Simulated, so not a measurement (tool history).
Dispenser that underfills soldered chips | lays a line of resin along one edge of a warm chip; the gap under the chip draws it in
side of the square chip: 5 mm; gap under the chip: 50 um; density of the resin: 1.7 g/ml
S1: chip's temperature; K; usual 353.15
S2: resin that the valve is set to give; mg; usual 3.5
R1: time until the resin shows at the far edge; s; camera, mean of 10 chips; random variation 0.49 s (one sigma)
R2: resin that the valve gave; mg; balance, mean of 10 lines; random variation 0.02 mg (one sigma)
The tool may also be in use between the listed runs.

run    day      S1    S2     R1    R2
  1      0  353.15   3.5   43.8   3.3
  2  0.304  353.15   3.5   61.8  3.29
  3  0.654  353.15   3.5   38.9  3.48
  4  1.092  353.15   3.2   65.4  3.19
  5  1.454  353.15   3.2   46.3  3.18
  6  1.825  353.15  4.08   68.4  4.03
  7  2.038  353.15   3.5   40.4  3.49
  8  2.338  353.15   3.5   58.2  3.42
  9    2.8  353.15   3.5   42.3  3.41
 10  3.179  353.15   3.5   67.5  3.36
 11   3.55  353.15   3.5   44.4  3.41
 12  3.946  353.15   3.5   69.3  3.37
 13  4.379  353.15   3.5   53.1  3.37
 14  4.733  348.15  3.57   93.6  3.39
 15  5.142  348.15  3.57   64.7  3.38
 16  5.517  350.15   3.5   94.1  3.32
 17  5.929  353.15  3.12   58.4  3.15
 18  6.208  353.15  3.12   81.5  3.06
 19  6.621  353.15  3.12   60.3  3.11
 20  6.917  345.15  4.49  106.7  4.42
 21  7.383  345.15  4.49     79  4.39
 22  7.788  344.15  4.26   63.1  4.16
 23  8.025  366.15  3.38     41  3.29
 24  8.254  353.15  3.06   80.5  2.97

Taken out of this log: 13 entries between the listed runs. Where each belongs, and how the hidden state differs across it:
Between runs 2 and 3: dispensing valve cleaned and set on the balance (day 0.558); new syringe of resin (day 0.654)
  resin's viscosity, % of fresh resin's: 156.3 -> 99.2; dose that the valve gives, % of what is set: 93.95 -> 100.02; true chip temperature over the reading, C: -0.19 -> -0.23
  measured less the result without the state, R1: +22.7 -> +0 s; R2: -0.21 -> +0 mg
Between runs 4 and 5: new syringe of resin (day 1.342)
  resin's viscosity, % of fresh resin's: 164.1 -> 114.3; dose that the valve gives, % of what is set: 99.51 -> 99.12; true chip temperature over the reading, C: -0.27 -> -0.32
  measured less the result without the state, R1: +26 -> +6.2 s; R2: -0.01 -> -0.02 mg
Between runs 6 and 7: new syringe of resin (day 2.038)
  resin's viscosity, % of fresh resin's: 175.1 -> 101.9; dose that the valve gives, % of what is set: 98.7 -> 98.47; true chip temperature over the reading, C: -0.36 -> -0.38
  measured less the result without the state, R1: +29.9 -> +1.3 s; R2: -0.05 -> -0.05 mg
Between runs 8 and 9: new syringe of resin (day 2.738)
  resin's viscosity, % of fresh resin's: 143.7 -> 106.9; dose that the valve gives, % of what is set: 98.11 -> 97.58; true chip temperature over the reading, C: -0.41 -> -0.47
  measured less the result without the state, R1: +18.2 -> +3.5 s; R2: -0.06 -> -0.08 mg
Between runs 10 and 11: new syringe of resin (day 3.446)
  resin's viscosity, % of fresh resin's: 165.9 -> 110.7; dose that the valve gives, % of what is set: 97.15 -> 96.74; true chip temperature over the reading, C: -0.51 -> -0.55
  measured less the result without the state, R1: +27.7 -> +5.2 s; R2: -0.1 -> -0.11 mg
Between runs 12 and 13: new syringe of resin (day 4.15)
  resin's viscosity, % of fresh resin's: 175 -> 130.9; dose that the valve gives, % of what is set: 96.32 -> 95.84; true chip temperature over the reading, C: -0.59 -> -0.64
  measured less the result without the state, R1: +30.8 -> +13.5 s; R2: -0.13 -> -0.15 mg
Between runs 14 and 15: new syringe of resin (day 4.85)
  resin's viscosity, % of fresh resin's: 197.1 -> 138.2; dose that the valve gives, % of what is set: 95.41 -> 94.91; true chip temperature over the reading, C: -0.68 -> -0.72
  measured less the result without the state, R1: +47.5 -> +19.5 s; R2: -0.16 -> -0.18 mg
Between runs 16 and 17: new syringe of resin (day 5.567); dispensing valve cleaned and set on the balance (day 5.812)
  resin's viscosity, % of fresh resin's: 212.7 -> 144.1; dose that the valve gives, % of what is set: 94.44 -> 99.59; true chip temperature over the reading, C: -0.77 -> -0.81
  measured less the result without the state, R1: +51.3 -> +18.9 s; R2: -0.19 -> -0.01 mg
Between runs 18 and 19: new syringe of resin (day 6.296)
  resin's viscosity, % of fresh resin's: 198.4 -> 145.5; dose that the valve gives, % of what is set: 99.24 -> 98.77; true chip temperature over the reading, C: -0.83 -> -0.88
  measured less the result without the state, R1: +41.5 -> +20.3 s; R2: -0.03 -> -0.04 mg
Between runs 20 and 21: new syringe of resin (day 7.004)
  resin's viscosity, % of fresh resin's: 205.3 -> 151.1; dose that the valve gives, % of what is set: 98.41 -> 97.87; true chip temperature over the reading, C: -0.92 -> -0.97
  measured less the result without the state, R1: +56.2 -> +28.2 s; R2: -0.07 -> -0.09 mg
Between runs 21 and 22: new syringe of resin (day 7.692)
  resin's viscosity, % of fresh resin's: 151.1 -> 113.4; dose that the valve gives, % of what is set: 97.87 -> 97.41; true chip temperature over the reading, C: -0.97 -> -1.01
  measured less the result without the state, R1: +28.2 -> +9.5 s; R2: -0.09 -> -0.11 mg
